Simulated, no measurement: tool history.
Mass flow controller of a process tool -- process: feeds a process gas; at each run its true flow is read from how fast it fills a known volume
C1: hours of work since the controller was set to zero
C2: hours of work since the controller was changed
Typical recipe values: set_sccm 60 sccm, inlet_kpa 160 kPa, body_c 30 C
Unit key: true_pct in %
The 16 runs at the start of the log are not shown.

run 17 hour=940.2 | set_sccm=85 inlet_kpa=160 body_c=30 | C1=972 C2=972 | true_pct=100.39
run 18 hour=1020.2 | set_sccm=60 inlet_kpa=257 body_c=30 | C1=1018 C2=1018 | true_pct=99.86
run 19 hour=1060.5 | set_sccm=60 inlet_kpa=160 body_c=30 | C1=1042 C2=1042 | true_pct=100.48
run 20 hour=1108.6 | set_sccm=60 inlet_kpa=146 body_c=30 | C1=1069 C2=1069 | true_pct=100.70
run 21 hour=1177.6 | set_sccm=60 inlet_kpa=146 body_c=30 | C1=1109 C2=1109 | true_pct=100.62
-- hour=1184.3 controller's zero set anew
run 22 hour=1242.0 | set_sccm=155 inlet_kpa=140 body_c=33 | C1=33 C2=1146 | true_pct=100.91
run 23 hour=1289.1 | set_sccm=155 inlet_kpa=140 body_c=33 | C1=60 C2=1173 | true_pct=101.04
run 24 hour=1356.0 | set_sccm=155 inlet_kpa=140 body_c=33 | C1=99 C2=1211 | true_pct=101.11
run 25 hour=1412.9 | set_sccm=41 inlet_kpa=140 body_c=33 | C1=131 C2=1244 | true_pct=101.37
-- hour=1434.5 controller's zero set anew, once more
run 26 hour=1468.8 | set_sccm=32 inlet_kpa=219 body_c=29 | C1=20 C2=1276 | true_pct=99.48
run 27 hour=1539.9 | set_sccm=107 inlet_kpa=160 body_c=34 | C1=61 C2=1316 | true_pct=100.38
run 28 hour=1579.5 | set_sccm=107 inlet_kpa=160 body_c=34 | C1=83 C2=1339 | true_pct=100.26
run 29 hour=1657.2 | set_sccm=128 inlet_kpa=201 body_c=30 | C1=128 C2=1384 | true_pct=99.82
run 30 hour=1720.2 | set_sccm=200 inlet_kpa=176 body_c=27 | C1=164 C2=1420 | true_pct=100.08
run 31 hour=1782.1 | set_sccm=45 inlet_kpa=176 body_c=21 | C1=200 C2=1456 | true_pct=99.04
run 32 hour=1857.8 | set_sccm=75 inlet_kpa=141 body_c=27 | C1=243 C2=1499 | true_pct=99.92
run 33 hour=1919.8 | set_sccm=31 inlet_kpa=162 body_c=37 | C1=279 C2=1535 | true_pct=100.62
run 34 hour=1985.3 | set_sccm=26 inlet_kpa=184 body_c=24 | C1=316 C2=1572 | true_pct=99.40

Run 35 comes next. What will it give?
run 35 hour=2060.9 | set_sccm=26 inlet_kpa=184 body_c=24 | C1=360 C2=1616 | true_pct=?

{"run 35": {"true_pct": 99.39}}
The same run, on a tool lacking any hidden state, would have yielded true_pct 99.21 %.
